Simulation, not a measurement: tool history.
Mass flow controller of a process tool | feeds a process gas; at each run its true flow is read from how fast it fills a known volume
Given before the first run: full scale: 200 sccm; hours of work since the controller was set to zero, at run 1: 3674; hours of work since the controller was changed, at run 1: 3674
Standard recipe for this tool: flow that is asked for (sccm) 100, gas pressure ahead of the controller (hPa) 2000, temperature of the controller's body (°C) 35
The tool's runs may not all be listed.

run	hour	flow that is asked for (sccm)	gas pressure ahead of the controller (hPa)	temperature of the controller's body (°C)	hours of work since the controller was set to zero	hours of work since the controller was changed	true flow (%)
1	0	100	2000	35	3674	3674	98.25
2	236.1	100	2000	35	3860	3860	98.13
3	374.4	100	2000	35	3968	3968	98.12
4	582.1	100	2000	35	4132	4132	97.97
5	758.1	100	2000	35	4270	4270	97.89
6	1032	100	2000	35	4485	4485	97.7
7	1195.5	100	2000	35	4614	4614	97.66
8	1337.4	100	2000	35	4726	4726	97.53
9	1523.4	111	2000	35	4872	4872	97.63
10	1678.6	100	2000	35	4994	4994	97.34
11	1971.4	100	2000	35	5224	5224	97.15
12	2133.3	100	2160	35	5351	5351	97.16
13	2380.8	100	2160	35	5546	5546	96.98
14	2692.6	100	2160	35	5791	5791	96.86
15	2952.8	100	2160	35	5996	5996	96.7
16	3218.8	48	2160	35	6205	6205	95.83
17	3496.8	100	2000	35	6423	6423	96.34
18	3772.9	100	2000	35	6641	6641	96.1
# hour 3881.7: gauge calibrated
19	4076	100	1510	35	6879	6879	97.97
20	4356.2	100	2000	35	7099	7099	98.04
21	4572.4	100	2430	35	7269	7269	98.01
22	4720.6	143	1750	35	7386	7386	98.26
23	5021.4	21	2000	21	7622	7622	97.16
24	5157.4	21	2000	21	7729	7729	96.98
25	5309.3	57	1500	35	7849	7849	96.6
26	5476.8	100	2000	20	7980	7980	97.95
27	5702.2	25	2350	30	8157	8157	96.48
28	5944	100	2130	38	8348	8348	97.09
29	6172.2	100	2130	38	8527	8527	96.76
# hour 6447.1: controller's zero set anew
30	6447.2	30	1430	21	0	8743	96.25
31	6708.3	30	1430	21	205	8948	96.07
# hour 6842.1: gauge calibrated
32	7004.7	30	1430	21	438	9181	97.6
33	7188	38	1430	22	582	9325	97.54
34	7320.9	155	2170	22	687	9430	99.3
35	7630.7	155	2170	22	931	9673	99.05
36	7869.1	20	1820	23	1118	9861	96.96
37	8043.5	27	2610	37	1255	9998	96.82
38	8219.4	98	2430	22	1393	10136	98.17
39	8483.3	100	2120	30	1601	10344	97.59
40	8700.7	52	2210	31	1772	10515	96.88
41	8916.6	52	2210	31	1942	10684	96.64

For some of the steps in true flow (%) from one run to the next: how much would appear even if the tool had no hidden state, given the settings, what came in and random variation, and how much remains for the hidden state plus any gauge scatter that the measured result and the result without hidden state don't share?
Hidden state present: flow at rest that the sensor doesn't see, % of full scale; true flow over the shown one, %; drift of the gauge itself on true_pct, %.
Run 18 -> 19: gas pressure ahead of the controller (hPa) 2000 -> 1510, gauge calibrated. true flow (%) +1.87: hidden state +2.06, all else -0.19.
Run 22 -> 23: flow that is asked for (sccm) 143 -> 21, gas pressure ahead of the controller (hPa) 1750 -> 2000, temperature of the controller's body (°C) 35 -> 21. true flow (%) -1.1: hidden state -0.21, all else -0.89.
Run 31 -> 32: gauge calibrated. true flow (%) +1.53: hidden state +1.52, all else +0.01.
Run 33 -> 34: flow that is asked for (sccm) 38 -> 155, gas pressure ahead of the controller (hPa) 1430 -> 2170. true flow (%) +1.76: hidden state -0.08, all else +1.84.
Run 35 -> 36: flow that is asked for (sccm) 155 -> 20, gas pressure ahead of the controller (hPa) 2170 -> 1820, temperature of the controller's body (°C) 22 -> 23. true flow (%) -2.09: hidden state -0.14, all else -1.95.
